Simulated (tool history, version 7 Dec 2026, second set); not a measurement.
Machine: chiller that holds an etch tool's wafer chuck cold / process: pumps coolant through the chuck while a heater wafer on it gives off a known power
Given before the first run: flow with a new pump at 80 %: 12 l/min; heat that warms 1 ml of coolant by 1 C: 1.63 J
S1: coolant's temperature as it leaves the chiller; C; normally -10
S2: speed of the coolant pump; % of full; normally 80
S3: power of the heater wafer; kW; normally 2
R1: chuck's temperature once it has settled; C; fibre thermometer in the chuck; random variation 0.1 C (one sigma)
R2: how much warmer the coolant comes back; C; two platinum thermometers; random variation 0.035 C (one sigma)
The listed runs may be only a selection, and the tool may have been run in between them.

run 1 hour=0 | S1=-10 S2=80 S3=2 | R1=7.3 R2=6.39
-- hour=103.2 chiller's thermometer calibrated
run 2 hour=166.9 | S1=-10 S2=80 S3=2 | R1=8 R2=6.36
run 3 hour=275.9 | S1=-10 S2=80 S3=1.99 | R1=7.7 R2=6.45
run 4 hour=454.1 | S1=-10 S2=80 S3=1.99 | R1=8.1 R2=6.34
run 5 hour=631.3 | S1=-10 S2=77 S3=2 | R1=8.7 R2=6.75
run 6 hour=781.2 | S1=-3 S2=79 S3=2 | R1=15.5 R2=6.61
run 7 hour=900.7 | S1=-1 S2=74 S3=1.661 | R1=15.3 R2=5.85

Run 8 comes next. What will it give?
run 8 hour=1027.4 | S1=-10 S2=75 S3=2 | R1=? R2=?

{"run 8": {"R1": 9.6, "R2": 6.98}}
Minus the tool's unlogged condition, the same run would have read R1 8.2 C, R2 6.53 C.
